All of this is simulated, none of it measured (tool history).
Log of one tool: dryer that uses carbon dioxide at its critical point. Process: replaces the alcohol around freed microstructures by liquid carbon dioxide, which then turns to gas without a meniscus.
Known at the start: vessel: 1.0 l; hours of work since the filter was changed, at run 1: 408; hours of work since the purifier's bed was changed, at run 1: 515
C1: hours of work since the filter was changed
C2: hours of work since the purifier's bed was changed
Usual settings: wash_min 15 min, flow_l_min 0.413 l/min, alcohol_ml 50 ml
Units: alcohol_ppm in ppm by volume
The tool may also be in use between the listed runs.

Run 1, day 0.000: usual settings; C1 408; C2 515. Result: alcohol_ppm 369 ppm by volume.
Run 2, day 1.229: usual settings; C1 423; C2 530. Result: alcohol_ppm 380 ppm by volume.
Run 3, day 2.475: usual settings but wash_min 13 min; C1 438; C2 545. Result: alcohol_ppm 686 ppm by volume.
Run 4, day 3.483: usual settings; C1 450; C2 557. Result: alcohol_ppm 409 ppm by volume.
Run 5, day 5.162: usual settings; C1 470; C2 577. Result: alcohol_ppm 427 ppm by volume.
At day 6.188: inlet filter changed.
Run 6, day 6.912: usual settings but wash_min 13 min, flow_l_min 0.615 l/min, alcohol_ml 43 ml; C1 9; C2 598. Result: alcohol_ppm 120 ppm by volume.
Run 7, day 7.788: usual settings but flow_l_min 0.296 l/min, alcohol_ml 80 ml; C1 19; C2 608. Result: alcohol_ppm 1252 ppm by volume.

Forecast run 8:
Run 8, day 9.512: usual settings but flow_l_min 0.296 l/min, alcohol_ml 80 ml; C1 40; C2 629. Result: alcohol_ppm ?.

alcohol_ppm: 1283 ppm by volume
Without the tool's hidden state the same run would have given alcohol_ppm 1075 ppm by volume.

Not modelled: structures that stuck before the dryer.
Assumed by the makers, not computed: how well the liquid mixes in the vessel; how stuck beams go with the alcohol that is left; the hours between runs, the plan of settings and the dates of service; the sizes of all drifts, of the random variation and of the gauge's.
